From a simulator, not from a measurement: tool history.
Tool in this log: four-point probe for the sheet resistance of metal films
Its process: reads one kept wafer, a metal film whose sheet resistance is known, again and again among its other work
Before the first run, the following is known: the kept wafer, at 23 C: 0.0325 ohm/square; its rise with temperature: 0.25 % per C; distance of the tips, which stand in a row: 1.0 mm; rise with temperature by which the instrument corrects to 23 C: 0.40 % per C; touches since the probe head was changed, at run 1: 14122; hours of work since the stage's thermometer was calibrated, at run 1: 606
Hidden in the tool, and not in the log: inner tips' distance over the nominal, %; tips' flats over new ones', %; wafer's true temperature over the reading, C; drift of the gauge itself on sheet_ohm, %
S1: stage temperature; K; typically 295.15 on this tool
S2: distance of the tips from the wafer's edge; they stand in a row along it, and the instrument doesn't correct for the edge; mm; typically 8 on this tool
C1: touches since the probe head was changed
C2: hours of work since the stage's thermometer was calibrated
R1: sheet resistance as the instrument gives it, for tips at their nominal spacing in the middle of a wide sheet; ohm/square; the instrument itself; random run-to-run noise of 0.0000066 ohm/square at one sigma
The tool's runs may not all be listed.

| run | hour | S1 | S2 | C1 | C2 | R1 |
|---|---|---|---|---|---|---|
| 1 | 0.0 | 295.15 | 8 | 14122 | 606 | 0.032567 |
| 2 | 79.1 | 295.15 | 8 | 18294 | 667 | 0.032572 |
| 3 | 126.0 | 295.15 | 3 | 20771 | 702 | 0.034097 |
| 4 | 191.9 | 295.15 | 3 | 24249 | 752 | 0.034100 |
| 5 | 239.4 | 295.15 | 54 | 26756 | 789 | 0.032293 |
| 6 | 314.0 | 295.15 | 16 | 30691 | 845 | 0.032348 |
| 7 | 350.4 | 295.15 | 16 | 32612 | 873 | 0.032344 |
| 8 | 424.6 | 295.15 | 16 | 36529 | 930 | 0.032344 |
| 9 | 483.4 | 295.15 | 16 | 39630 | 974 | 0.032321 |
|  | 490.9 | stage's thermometer calibrated |
| 10 | 542.3 | 295.15 | 16 | 42713 | 39 | 0.032315 |
| 11 | 601.7 | 297.15 | 20 | 45846 | 84 | 0.032184 |
| 12 | 679.9 | 304.15 | 9 | 49973 | 144 | 0.032042 |
| 13 | 714.4 | 305.15 | 9 | 51794 | 170 | 0.031988 |
| 14 | 746.7 | 293.15 | 5 | 53495 | 195 | 0.033012 |
| 15 | 779.7 | 302.15 | 8 | 55241 | 220 | 0.032177 |
| 16 | 856.6 | 295.15 | 8 | 59296 | 278 | 0.032492 |
| 17 | 889.8 | 304.15 | 51 | 61050 | 304 | 0.031809 |
|  | 949.7 | stage's thermometer calibrated, once more |
| 18 | 952.5 | 304.15 | 51 | 64328 | 2 | 0.031795 |
| 19 | 1020.1 | 292.15 | 53 | 67897 | 54 | 0.032326 |
| 20 | 1066.0 | 297.15 | 44 | 70319 | 89 | 0.032095 |

5 options for the next run, each taken on its own from the tool as it stands now. Forecast them:
| A | 1121.4 | 300.15 | 44 | 73240 | 131 | ? |
| B | 1121.4 | 307.15 | 12 | 73240 | 131 | ? |
| C | 1121.4 | 297.15 | 4 | 73240 | 131 | ? |
| D | 1121.4 | 293.15 | 33 | 73240 | 131 | ? |
| E | 1121.4 | 307.15 | 44 | 73240 | 131 | ? |

| run | R1 |
|---|---|
| A | 0.031955 |
| B | 0.031740 |
| C | 0.033120 |
| D | 0.032294 |
| E | 0.031646 |
With the hidden condition removed and each run's random variation left untouched, the same runs would have given:
| run | R1 |
|---|---|
| A | 0.032326 |
| B | 0.032109 |
| C | 0.033504 |
| D | 0.032669 |
| E | 0.032013 |
